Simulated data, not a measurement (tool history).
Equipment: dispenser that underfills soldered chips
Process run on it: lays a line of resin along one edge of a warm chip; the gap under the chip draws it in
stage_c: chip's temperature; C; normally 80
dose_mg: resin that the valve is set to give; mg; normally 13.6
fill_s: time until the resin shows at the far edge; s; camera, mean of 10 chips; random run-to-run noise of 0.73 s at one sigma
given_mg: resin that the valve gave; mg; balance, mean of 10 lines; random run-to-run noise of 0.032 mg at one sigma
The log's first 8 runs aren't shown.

| run | day | stage_c | dose_mg | hours of work since the syringe was changed | hours of work since the valve was cleaned | hours of work since the stage was calibrated | fill_s | given_mg |
|---|---|---|---|---|---|---|---|---|
|  | 1.638 | new syringe of resin |
| 9 | 1.900 | 80 | 13.6 | 4 | 43 | 208 | 81.6 | 13.27 |
| 10 | 2.054 | 80 | 13.6 | 7 | 45 | 210 | 90.7 | 13.31 |
|  | 2.183 | new syringe of resin |
| 11 | 2.354 | 82 | 13.6 | 3 | 50 | 215 | 73.8 | 13.23 |
| 12 | 2.642 | 82 | 13.6 | 8 | 55 | 220 | 90.0 | 13.24 |
|  | 2.725 | new syringe of resin |
| 13 | 2.962 | 82 | 13.6 | 4 | 61 | 225 | 78.7 | 13.19 |
| 14 | 3.100 | 82 | 13.1 | 6 | 63 | 228 | 86.2 | 12.75 |
|  | 3.258 | new syringe of resin |
| 15 | 3.321 | 80 | 13.5 | 1 | 66 | 231 | 72.3 | 13.12 |
| 16 | 3.604 | 80 | 13.5 | 6 | 71 | 236 | 87.8 | 13.04 |
|  | 3.721 | dispensing valve cleaned and set on the balance |
| 17 | 3.817 | 80 | 13.6 | 9 | 2 | 239 | 99.4 | 13.63 |
|  | 3.842 | new syringe of resin |
| 18 | 4.162 | 94 | 13.6 | 5 | 7 | 245 | 52.4 | 13.50 |

Expected results for the next run?
|  | 4.375 | new syringe of resin |
| 19 | 4.467 | 80 | 13.6 | 2 | 12 | 250 | ? | ? |

fill_s: 76.0 s
given_mg: 13.48 mg
Were there no unlogged condition in the tool, this run, its random variation unchanged, would have produced fill_s 66.7 s, given_mg 13.57 mg.
